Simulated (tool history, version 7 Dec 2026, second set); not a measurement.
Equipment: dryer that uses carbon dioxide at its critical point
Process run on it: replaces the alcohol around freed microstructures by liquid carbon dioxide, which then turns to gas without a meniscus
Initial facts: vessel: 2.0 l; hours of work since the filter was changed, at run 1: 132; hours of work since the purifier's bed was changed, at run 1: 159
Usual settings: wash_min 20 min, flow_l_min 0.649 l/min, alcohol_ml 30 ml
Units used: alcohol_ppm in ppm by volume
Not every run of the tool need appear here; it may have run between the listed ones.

run    hour  wash_min  flow_l_min  alcohol_ml  hours of work since the filter was changed  hours of work since the purifier's bed was changed  alcohol_ppm
  1       0        20       0.649          30                                         132                                                 159           66
  2    41.5        20       0.649          30                                         149                                                 177           65
  3    74.9        20       0.649          30                                         163                                                 191           68
  4   109.7        20       0.649          30                                         178                                                 206           61
  5   138.5        20       0.649          30                                         190                                                 218           77
  6   163.7        20       0.649          30                                         201                                                 229           73
  7   196.6        20       0.649          30                                         215                                                 243           77
  8     238        20       0.649          30                                         232                                                 260           78
  9   274.7        20       0.649          30                                         248                                                 276           83
 10   304.6        20       0.649          30                                         261                                                 288           91
 11   327.1        20       1.087          30                                         270                                                 298           43
 12   355.4        16       1.087          30                                         282                                                 310           53
 13   382.2        16       1.087          30                                         293                                                 321           62
 14   407.8        16       1.087          30                                         304                                                 332           65
 15   450.2        12       1.087          30                                         322                                                 350          108
 16   471.9        12       1.087          30                                         331                                                 359          106
 17   511.9        20       0.649          30                                         348                                                 376          109
 18   530.1        20       0.649          30                                         356                                                 384          110
 19   562.8        15       0.649          30                                         370                                                 398          262
 20   581.8        15       0.649          30                                         378                                                 406          269
 21   618.3        20       0.649          30                                         393                                                 421          116
      638.6  -- inlet filter changed
 22   638.6        17       0.649          30                                           0                                                 429          124
 23   668.9        17       0.649          30                                          13                                                 442          143
 24   703.2        26       0.649          30                                          27                                                 457           71
 25   744.2        13       1.016          61                                          45                                                 474          140
 26   786.3        13       1.016          61                                          63                                                 492          135
 27   813.3        25       0.469          63                                          74                                                 503          165
 28   850.3        25       0.469          63                                          90                                                 519          174
 29   871.6        25       0.469          63                                          99                                                 528          196
 30   894.2        25       0.469          63                                         108                                                 537          179
 31   937.5        12       0.975          38                                         126                                                 556          155
 32   969.4        27       0.776          24                                         140                                                 569           88
 33   993.4        30       0.847          37                                         150                                                 579           81
 34  1023.9        30       0.847          37                                         163                                                 592           87
 35    1042        20       0.759          30                                         171                                                 600          107
 36  1079.3        20       0.448          30                                         186                                                 616          301
 37  1114.4        20       0.448          30                                         201                                                 631          316
 38  1143.9        19       0.591          30                                         214                                                 643          169
 39  1167.5        16       0.583          38                                         224                                                 653          356
 40  1191.5        20       0.408          43                                         234                                                 663          553
 41  1234.7        20       1.082          30                                         252                                                 681          102
 42  1262.2        19       0.478          26                                         264                                                 693          296
 43  1283.3        13       0.649          30                                         273                                                 702          412
 44    1317        13       0.649          30                                         287                                                 716          421
 45  1348.1        13       0.649          30                                         300                                                 729          424
 46  1379.5        13       0.819          63                                         313                                                 743          371

Below are 3 alternative next runs, each starting from the tool's condition after run 46. Predict each:
  A  1420.1        14       0.649          30                                         331                                                 760            ?
  B  1420.1        28       0.707         102                                         331                                                 760            ?
  C  1420.1        20       0.709          63                                         331                                                 760            ?

run  alcohol_ppm
  A          368
  B          126
  C          153
Stripped of hidden state, with their random variation kept, the same runs would have yielded:
run  alcohol_ppm
  A          179
  B           13
  C           26

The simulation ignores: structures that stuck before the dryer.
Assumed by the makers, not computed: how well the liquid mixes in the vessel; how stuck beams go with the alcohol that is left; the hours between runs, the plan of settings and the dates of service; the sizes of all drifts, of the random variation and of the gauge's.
